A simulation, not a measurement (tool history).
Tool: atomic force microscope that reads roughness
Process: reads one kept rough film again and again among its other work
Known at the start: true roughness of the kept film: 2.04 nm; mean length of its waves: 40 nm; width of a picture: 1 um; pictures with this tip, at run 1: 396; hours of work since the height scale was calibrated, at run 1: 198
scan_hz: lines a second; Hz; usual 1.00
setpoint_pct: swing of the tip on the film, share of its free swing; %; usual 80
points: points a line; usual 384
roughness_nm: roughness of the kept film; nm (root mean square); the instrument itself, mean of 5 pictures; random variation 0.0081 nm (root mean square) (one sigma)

run,hour,scan_hz,setpoint_pct,points,pictures with this tip,hours of work since the height scale was calibrated,roughness_nm
1,0.0,1.00,80,384,396,198,1.615
# hour 3.1: new tip fitted
2,23.8,1.00,80,384,27,209,1.751
3,50.2,1.00,80,384,60,222,1.722
4,67.3,1.00,80,384,82,231,1.729
5,99.3,1.00,80,384,122,246,1.717
6,124.2,3.21,80,384,154,258,1.423
7,141.9,3.21,80,384,176,267,1.426
8,166.6,1.00,80,309,208,279,1.677
9,202.0,1.00,80,309,253,296,1.655
10,220.0,1.00,80,309,275,305,1.653
11,236.1,1.00,80,384,296,313,1.646
# hour 238.9: height scale calibrated on a step standard
12,263.9,1.00,80,511,330,12,1.647
13,294.1,1.00,80,511,368,27,1.634
14,309.5,1.00,80,511,388,34,1.627
# hour 319.6: new tip fitted
15,334.7,1.00,80,511,19,47,1.753
16,354.9,0.66,80,384,44,56,1.794
17,370.7,0.66,80,384,64,64,1.778
# hour 401.4: height scale calibrated on a step standard, once more
18,406.6,0.66,80,384,109,3,1.761
19,441.9,0.66,80,384,153,20,1.764
20,474.9,0.63,80,384,195,36,1.743
21,493.7,0.63,80,384,219,45,1.730
22,509.8,0.63,80,384,239,53,1.726
23,542.2,0.63,80,384,280,69,1.710
24,564.3,0.63,80,384,308,79,1.720
25,596.1,1.55,79,450,349,95,1.586
26,617.7,1.55,79,450,376,106,1.574

Forecast run 27:
# hour 638.1: new tip fitted
27,646.0,1.20,67,357,10,119,?

{"run 27": {"roughness_nm": 1.817}}
Without the tool's hidden state the same run would have given roughness_nm 1.829 nm (root mean square).
